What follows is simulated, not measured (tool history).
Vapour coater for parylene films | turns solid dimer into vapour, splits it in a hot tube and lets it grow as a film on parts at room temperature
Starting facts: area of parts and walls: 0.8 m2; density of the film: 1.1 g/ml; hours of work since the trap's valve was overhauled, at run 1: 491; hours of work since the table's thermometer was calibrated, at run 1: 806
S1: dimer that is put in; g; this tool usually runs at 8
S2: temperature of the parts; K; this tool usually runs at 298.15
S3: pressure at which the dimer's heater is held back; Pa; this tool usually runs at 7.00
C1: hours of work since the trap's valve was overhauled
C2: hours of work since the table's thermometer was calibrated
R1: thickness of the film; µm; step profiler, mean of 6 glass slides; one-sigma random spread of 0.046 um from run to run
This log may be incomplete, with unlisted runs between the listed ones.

run     day  S1      S2     S3   C1    C2    R1
  1   0.000   8  298.15   7.00  491   806  4.72
  2   1.112   8  298.15   7.00  515   829  4.73
      1.721  -- trap's valve overhauled
  3   2.233   8  298.15   7.00   11   849  4.95
  4   3.083   8  297.15   7.00   29   867  5.28
  5   4.392   7  298.15   7.00   56   895  4.42
  6   5.650   7  298.15   7.00   83   922  4.30
  7   6.817   7  298.15   7.00  108   946  4.26
  8   7.742   6  298.15   7.00  127   966  3.65
  9   8.521   6  298.15   7.00  144   982  3.67
 10  10.271   6  298.15   7.00  181  1019  3.65
 11  12.108   6  298.15   7.00  219  1058  3.64
 12  13.729   6  298.15   7.00  254  1092  3.64
 13  14.683   6  298.15   7.00  274  1113  3.64
 14  15.996   8  298.15  10.00  302  1140  4.42
 15  17.471   8  298.15  10.00  333  1171  4.49
 16  18.679   8  298.15  10.00  358  1197  4.46
 17  19.517   8  298.15  10.00  376  1215  4.45
 18  21.338   8  298.15  11.52  414  1253  4.25
 19  22.162   8  306.15   7.00  432  1271  3.34
 20  23.642  11  298.15   7.00  463  1302  6.34
 21  24.942  11  298.15   7.00  491  1329  6.36
 22  25.975  10  308.15   7.00  512  1351  3.80
     26.754  -- trap's valve overhauled
 23  26.912  10  301.15   7.00    3  1367  5.58
     28.258  -- table's thermometer calibrated
 24  28.483  10  301.15   7.00   36     5  5.61

Branching from run 24: 3 alternative next runs. What would each branch give?
  A  30.146   8  292.15  6.75  71  40   ?
  B  30.146   4  297.15  7.00  71  40   ?
  C  30.146  10  301.15  4.89  71  40   ?

run    R1
  A  6.62
  B  2.69
  C  5.96
Take away the tool's hidden state, keep each run's random variation, and the runs would have read:
run    R1
  A  6.73
  B  2.73
  C  6.06

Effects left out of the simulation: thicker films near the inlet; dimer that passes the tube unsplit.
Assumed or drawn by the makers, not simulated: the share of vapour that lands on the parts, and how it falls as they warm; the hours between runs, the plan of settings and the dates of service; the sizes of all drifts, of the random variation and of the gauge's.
